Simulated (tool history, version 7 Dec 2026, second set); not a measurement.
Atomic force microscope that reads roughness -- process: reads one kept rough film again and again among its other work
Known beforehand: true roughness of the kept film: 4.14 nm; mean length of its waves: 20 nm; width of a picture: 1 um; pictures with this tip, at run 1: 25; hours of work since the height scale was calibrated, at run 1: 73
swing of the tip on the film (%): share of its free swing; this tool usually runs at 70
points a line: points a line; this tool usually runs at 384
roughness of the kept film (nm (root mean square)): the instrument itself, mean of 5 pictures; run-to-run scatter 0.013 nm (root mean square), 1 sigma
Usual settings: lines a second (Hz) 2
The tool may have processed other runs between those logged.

run	hour	lines a second (Hz)	swing of the tip on the film (%)	points a line	pictures with this tip	hours of work since the height scale was calibrated	roughness of the kept film (nm (root mean square))
1	0	2	70	384	25	73	2.903
2	19	2	70	384	58	84	2.814
3	61.6	2	70	384	131	110	2.535
# hour 75.8: new tip fitted
4	84.8	2	70	647	16	124	2.99
5	129.3	2	79	384	93	151	2.542
# hour 166.6: new tip fitted
6	174.5	2	70	384	14	179	3.018
7	212.1	2	70	384	79	202	2.728
8	238.4	2	70	384	124	218	2.604
# hour 255.1: new tip fitted
9	270.9	2	70	540	27	237	2.908
10	299.4	2	70	540	77	254	2.721
11	318	2	70	313	109	266	2.557
# hour 346.4: new tip fitted
12	357.3	2.25	70	313	19	289	2.859
13	378.6	2.25	70	313	56	302	2.709
14	421.9	2	70	384	130	329	2.519
# hour 435.6: new tip fitted
15	466.8	2	70	384	54	356	2.807
16	492.4	2	70	384	98	372	2.637
# hour 525.5: new tip fitted
17	534.1	2	57	384	15	397	3.105
18	576.6	2	57	384	89	422	2.812
19	605.5	2	57	384	139	440	2.619
# hour 614.3: new tip fitted
20	631.6	0.61	70	384	30	456	3.102
21	673.8	0.61	70	384	103	481	2.801
22	692.9	2	80	384	136	493	2.366
# hour 702.6: new tip fitted
23	712.8	2	80	384	17	505	2.74
24	733.5	2	80	384	53	518	2.586
25	768.5	2	80	384	113	539	2.374
# hour 792.3: new tip fitted
26	807	0.58	80	384	25	562	3.001
27	826.3	0.58	80	384	58	574	2.865
28	856.8	0.58	80	384	111	592	2.702
# hour 881: new tip fitted
29	896.5	0.58	80	384	27	616	3.026
30	931.6	0.58	80	384	87	638	2.774
# hour 971: new tip fitted
31	972.4	0.58	80	384	3	662	3.146
32	998.4	2	56	415	48	678	2.959
33	1020.2	2	55	990	85	691	2.84
34	1053.5	1.74	63	292	143	712	2.506
# hour 1059: new tip fitted
35	1091.3	1.32	86	835	56	735	2.69
36	1109.9	1.32	86	835	88	746	2.569
# hour 1149.1: new tip fitted
37	1150	2	70	1011	2	770	3.042
38	1172.2	2	70	1011	40	784	2.89
39	1201.3	2	70	1011	91	801	2.689
40	1221.6	2	59	605	126	814	2.675
# hour 1237.1: new tip fitted
41	1265.5	0.55	67	466	49	840	3.007
42	1295.3	0.98	70	1023	100	858	2.765
43	1314.8	1.75	73	384	134	870	2.468
# hour 1327.5: new tip fitted
44	1347.1	3.83	82	384	34	890	2.29
45	1383.4	2.83	82	384	96	912	2.282
# hour 1416.3: new tip fitted
46	1418.5	1.82	70	860	4	933	3.006
47	1458.9	1.02	56	424	74	957	2.929
48	1486.6	3.8	77	294	122	974	2.164
# hour 1506.2: new tip fitted
49	1506.4	3.8	77	294	0	986	2.571
50	1544.2	3.45	62	523	65	1009	2.76
51	1573.7	1.72	57	381	116	1027	2.725
# hour 1597: new tip fitted
52	1611	1.26	73	381	24	1050	2.915
53	1648.5	3.56	73	325	89	1072	2.353

Difference, measured minus no-hidden-state, one row per run. Run-to-run variation is common to both terms; the gauge's own scatter need not be:
Unlogged tool condition in this case: radius of the tip, nm; height scale over the true one, %; drift of the gauge itself on roughness_nm, %.
run	roughness of the kept film (nm (root mean square))
1	-0.144
2	-0.283
3	-0.53
4	-0.09
5	-0.365
6	-0.09
7	-0.34
8	-0.502
9	-0.178
10	-0.382
11	-0.493
12	-0.153
13	-0.307
14	-0.573
15	-0.263
16	-0.427
17	-0.115
18	-0.423
19	-0.603
20	-0.193
21	-0.49
22	-0.542
23	-0.147
24	-0.292
25	-0.511
26	-0.219
27	-0.365
28	-0.544
29	-0.21
30	-0.454
31	-0.102
32	-0.313
33	-0.48
34	-0.657
35	-0.285
36	-0.406
37	-0.064
38	-0.237
39	-0.43
40	-0.59
41	-0.307
42	-0.507
43	-0.6
44	-0.193
45	-0.394
46	-0.095
47	-0.404
48	-0.454
49	-0.057
50	-0.324
51	-0.538
52	-0.239
53	-0.419

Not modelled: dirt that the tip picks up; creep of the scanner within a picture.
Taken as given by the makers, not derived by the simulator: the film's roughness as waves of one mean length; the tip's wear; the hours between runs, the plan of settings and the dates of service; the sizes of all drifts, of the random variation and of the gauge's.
